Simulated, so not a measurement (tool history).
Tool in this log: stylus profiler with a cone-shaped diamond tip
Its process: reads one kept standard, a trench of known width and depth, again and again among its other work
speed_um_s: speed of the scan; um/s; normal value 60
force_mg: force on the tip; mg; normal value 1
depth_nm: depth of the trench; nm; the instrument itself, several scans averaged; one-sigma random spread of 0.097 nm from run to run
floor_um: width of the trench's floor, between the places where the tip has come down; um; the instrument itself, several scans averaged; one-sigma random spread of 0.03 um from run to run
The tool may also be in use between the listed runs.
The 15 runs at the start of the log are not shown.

{"run": 16, "hour": 419.6, "speed_um_s": 60, "force_mg": 1, "depth_nm": 201.35, "floor_um": 27.57}
{"run": 17, "hour": 448.4, "speed_um_s": 60, "force_mg": 1, "depth_nm": 201.45, "floor_um": 27.52}
{"run": 18, "hour": 481.7, "speed_um_s": 60, "force_mg": 1, "depth_nm": 201.4, "floor_um": 27.55}
{"run": 19, "hour": 523.3, "speed_um_s": 60, "force_mg": 1, "depth_nm": 201.46, "floor_um": 27.52}
{"run": 20, "hour": 548.6, "speed_um_s": 120, "force_mg": 1, "depth_nm": 201.31, "floor_um": 27.11}
{"run": 21, "hour": 574.5, "speed_um_s": 120, "force_mg": 1, "depth_nm": 201.62, "floor_um": 27.09}
{"run": 22, "hour": 606.5, "speed_um_s": 120, "force_mg": 1, "depth_nm": 201.46, "floor_um": 27.12}
{"run": 23, "hour": 629.2, "speed_um_s": 60, "force_mg": 1.13, "depth_nm": 201.6, "floor_um": 27.53}
{"run": 24, "hour": 670.0, "speed_um_s": 60, "force_mg": 1.13, "depth_nm": 201.53, "floor_um": 27.55}
{"run": 25, "hour": 699.3, "speed_um_s": 80, "force_mg": 2.64, "depth_nm": 202.52, "floor_um": 27.56}
{"run": 26, "hour": 722.0, "speed_um_s": 60, "force_mg": 0.47, "depth_nm": 201.13, "floor_um": 27.29}
{"run": 27, "hour": 739.3, "speed_um_s": 21, "force_mg": 1.53, "depth_nm": 202.02, "floor_um": 27.75}
{"run": 28, "hour": 771.8, "speed_um_s": 21, "force_mg": 1.53, "depth_nm": 201.76, "floor_um": 27.82}
{"run": 29, "hour": 806.3, "speed_um_s": 26, "force_mg": 1, "depth_nm": 201.4, "floor_um": 27.67}
{"hour": 809.7, "done": "height scale calibrated on a step standard"}
{"run": 30, "hour": 850.0, "speed_um_s": 26, "force_mg": 1, "depth_nm": 201.52, "floor_um": 27.71}
{"run": 31, "hour": 886.2, "speed_um_s": 169, "force_mg": 0.46, "depth_nm": 201.14, "floor_um": 26.28}

Run 32 is up next; what results do you expect?
{"run": 32, "hour": 929.5, "speed_um_s": 169, "force_mg": 0.46, "depth_nm": "?", "floor_um": "?"}

depth_nm: 200.98 nm
floor_um: 26.27 um
Were there no unlogged condition in the tool, this run, its random variation unchanged, would have produced depth_nm 200.56 nm, floor_um 26.45 um.
